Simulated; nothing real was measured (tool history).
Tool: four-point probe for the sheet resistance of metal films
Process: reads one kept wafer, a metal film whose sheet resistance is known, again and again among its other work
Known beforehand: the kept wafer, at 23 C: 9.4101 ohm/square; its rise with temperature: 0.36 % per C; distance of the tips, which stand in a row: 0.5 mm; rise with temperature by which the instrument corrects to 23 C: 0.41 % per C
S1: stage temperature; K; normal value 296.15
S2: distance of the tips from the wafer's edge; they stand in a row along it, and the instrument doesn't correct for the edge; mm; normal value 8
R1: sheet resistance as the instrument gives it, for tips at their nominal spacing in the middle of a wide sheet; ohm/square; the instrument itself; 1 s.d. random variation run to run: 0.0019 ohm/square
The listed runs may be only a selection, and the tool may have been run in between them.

| run | hour | S1 | S2 | R1 |
|---|---|---|---|---|
| 1 | 0.0 | 296.15 | 8 | 9.503187 |
| 2 | 21.7 | 296.15 | 8 | 9.499743 |
| 3 | 47.9 | 296.15 | 8 | 9.500114 |
| 4 | 63.2 | 296.15 | 8 | 9.500003 |
| 5 | 95.2 | 296.15 | 8 | 9.502241 |
| 6 | 108.3 | 296.15 | 8 | 9.503000 |
| 7 | 139.8 | 296.15 | 8 | 9.504004 |
| 8 | 170.7 | 296.15 | 8 | 9.504137 |
| 9 | 191.5 | 302.15 | 7 | 9.485665 |
| 10 | 206.3 | 297.15 | 63 | 9.481370 |
| 11 | 229.8 | 297.15 | 63 | 9.481003 |

Predict the results of run 12:
|  | 232.2 | stage's thermometer calibrated |
| 12 | 254.0 | 296.15 | 24 | ? |

R1: 9.493598 ohm/square
With no hidden state in the tool, this same run would have given R1 9.410091 ohm/square.
